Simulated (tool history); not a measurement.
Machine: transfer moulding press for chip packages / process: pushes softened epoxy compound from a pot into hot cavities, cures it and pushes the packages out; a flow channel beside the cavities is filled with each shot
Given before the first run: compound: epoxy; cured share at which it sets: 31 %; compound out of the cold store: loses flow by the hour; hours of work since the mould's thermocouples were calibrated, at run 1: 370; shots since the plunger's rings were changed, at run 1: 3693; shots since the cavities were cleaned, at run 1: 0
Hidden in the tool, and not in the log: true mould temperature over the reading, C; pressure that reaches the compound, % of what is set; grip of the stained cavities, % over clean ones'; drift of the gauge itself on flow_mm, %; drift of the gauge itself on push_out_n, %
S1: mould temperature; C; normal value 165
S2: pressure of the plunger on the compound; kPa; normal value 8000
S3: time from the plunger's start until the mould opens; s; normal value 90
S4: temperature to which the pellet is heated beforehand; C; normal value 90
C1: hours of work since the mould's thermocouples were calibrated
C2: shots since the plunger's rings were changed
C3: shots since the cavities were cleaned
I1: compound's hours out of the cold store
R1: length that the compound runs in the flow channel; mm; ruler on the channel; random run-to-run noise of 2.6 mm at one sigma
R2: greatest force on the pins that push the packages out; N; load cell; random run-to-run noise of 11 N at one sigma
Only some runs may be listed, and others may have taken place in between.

{"run": 1, "hour": 0.0, "S1": 165, "S2": 8000, "S3": 90, "S4": 90, "C1": 370, "C2": 3693, "C3": 0, "I1": 14.1, "R1": 731, "R2": 582}
{"run": 2, "hour": 11.9, "S1": 165, "S2": 8000, "S3": 90, "S4": 90, "C1": 379, "C2": 3848, "C3": 155, "I1": 9.3, "R1": 742, "R2": 716}
{"hour": 25.7, "done": "plunger's sealing rings changed"}
{"run": 3, "hour": 26.1, "S1": 165, "S2": 8000, "S3": 90, "S4": 90, "C1": 387, "C2": 5, "C3": 305, "I1": 39.5, "R1": 675, "R2": 722}
{"run": 4, "hour": 32.3, "S1": 165, "S2": 8000, "S3": 90, "S4": 90, "C1": 392, "C2": 86, "C3": 386, "I1": 33, "R1": 692, "R2": 790}
{"run": 5, "hour": 43.0, "S1": 171, "S2": 8000, "S3": 90, "S4": 90, "C1": 400, "C2": 225, "C3": 525, "I1": 22.6, "R1": 712, "R2": 706}
{"run": 6, "hour": 51.4, "S1": 165, "S2": 8000, "S3": 90, "S4": 90, "C1": 406, "C2": 334, "C3": 634, "I1": 47.6, "R1": 650, "R2": 871}
{"run": 7, "hour": 57.5, "S1": 165, "S2": 8000, "S3": 90, "S4": 90, "C1": 410, "C2": 413, "C3": 713, "I1": 47.3, "R1": 650, "R2": 890}
{"run": 8, "hour": 65.0, "S1": 165, "S2": 8000, "S3": 90, "S4": 90, "C1": 416, "C2": 510, "C3": 810, "I1": 31.8, "R1": 696, "R2": 968}
{"hour": 69.0, "done": "cavities cleaned with cleaning compound and waxed"}
{"run": 9, "hour": 77.1, "S1": 165, "S2": 8000, "S3": 90, "S4": 90, "C1": 423, "C2": 648, "C3": 106, "I1": 8.6, "R1": 770, "R2": 679}
{"run": 10, "hour": 83.4, "S1": 165, "S2": 8000, "S3": 90, "S4": 95, "C1": 428, "C2": 730, "C3": 188, "I1": 15.6, "R1": 745, "R2": 694}
{"run": 11, "hour": 96.1, "S1": 165, "S2": 8000, "S3": 90, "S4": 90, "C1": 437, "C2": 894, "C3": 352, "I1": 26.8, "R1": 707, "R2": 780}
{"run": 12, "hour": 109.6, "S1": 165, "S2": 7420, "S3": 90, "S4": 90, "C1": 447, "C2": 1069, "C3": 527, "I1": 18.5, "R1": 703, "R2": 889}
{"run": 13, "hour": 115.9, "S1": 165, "S2": 7420, "S3": 90, "S4": 90, "C1": 451, "C2": 1151, "C3": 609, "I1": 47.4, "R1": 622, "R2": 870}
{"run": 14, "hour": 126.1, "S1": 165, "S2": 8270, "S3": 107, "S4": 90, "C1": 459, "C2": 1283, "C3": 741, "I1": 26.9, "R1": 718, "R2": 780}
{"run": 15, "hour": 132.8, "S1": 165, "S2": 8270, "S3": 71, "S4": 90, "C1": 464, "C2": 1369, "C3": 827, "I1": 24.3, "R1": 729, "R2": 1717}
{"hour": 135.3, "done": "cavities cleaned with cleaning compound and waxed"}
{"run": 16, "hour": 140.1, "S1": 165, "S2": 9060, "S3": 90, "S4": 97, "C1": 468, "C2": 1445, "C3": 62, "I1": 36.7, "R1": 722, "R2": 574}
{"run": 17, "hour": 148.8, "S1": 165, "S2": 9060, "S3": 90, "S4": 97, "C1": 474, "C2": 1558, "C3": 175, "I1": 24.1, "R1": 761, "R2": 693}
{"run": 18, "hour": 157.3, "S1": 165, "S2": 9060, "S3": 90, "S4": 97, "C1": 480, "C2": 1668, "C3": 285, "I1": 29, "R1": 737, "R2": 730}
{"run": 19, "hour": 169.5, "S1": 165, "S2": 9060, "S3": 90, "S4": 97, "C1": 489, "C2": 1826, "C3": 443, "I1": 17.3, "R1": 779, "R2": 845}
{"run": 20, "hour": 179.3, "S1": 168, "S2": 9060, "S3": 89, "S4": 97, "C1": 496, "C2": 1953, "C3": 570, "I1": 14.8, "R1": 777, "R2": 806}
{"run": 21, "hour": 187.1, "S1": 159, "S2": 6820, "S3": 78, "S4": 83, "C1": 502, "C2": 2054, "C3": 671, "I1": 35.7, "R1": 639, "R2": 1926}

Alternative continuations, all from the tool just after run 21; predict every row:
{"run": "A", "hour": 199.0, "S1": 165, "S2": 8000, "S3": 102, "S4": 83, "C1": 510, "C2": 2208, "C3": 825, "I1": 17.7, "R1": "?", "R2": "?"}
{"run": "B", "hour": 199.0, "S1": 166, "S2": 8300, "S3": 84, "S4": 90, "C1": 510, "C2": 2208, "C3": 825, "I1": 27.1, "R1": "?", "R2": "?"}
{"run": "C", "hour": 199.0, "S1": 159, "S2": 8000, "S3": 98, "S4": 100, "C1": 510, "C2": 2208, "C3": 825, "I1": 10, "R1": "?", "R2": "?"}
{"run": "D", "hour": 199.0, "S1": 159, "S2": 6820, "S3": 78, "S4": 97, "C1": 510, "C2": 2208, "C3": 825, "I1": 10.5, "R1": "?", "R2": "?"}

run=A R1=732 R2=806
run=B R1=715 R2=1008
run=C R1=774 R2=1212
run=D R1=716 R2=2167
Had the tool no hidden state, the same runs would have come out as:
run=A R1=746 R2=457
run=B R1=729 R2=560
run=C R1=789 R2=669
run=D R1=729 R2=1199
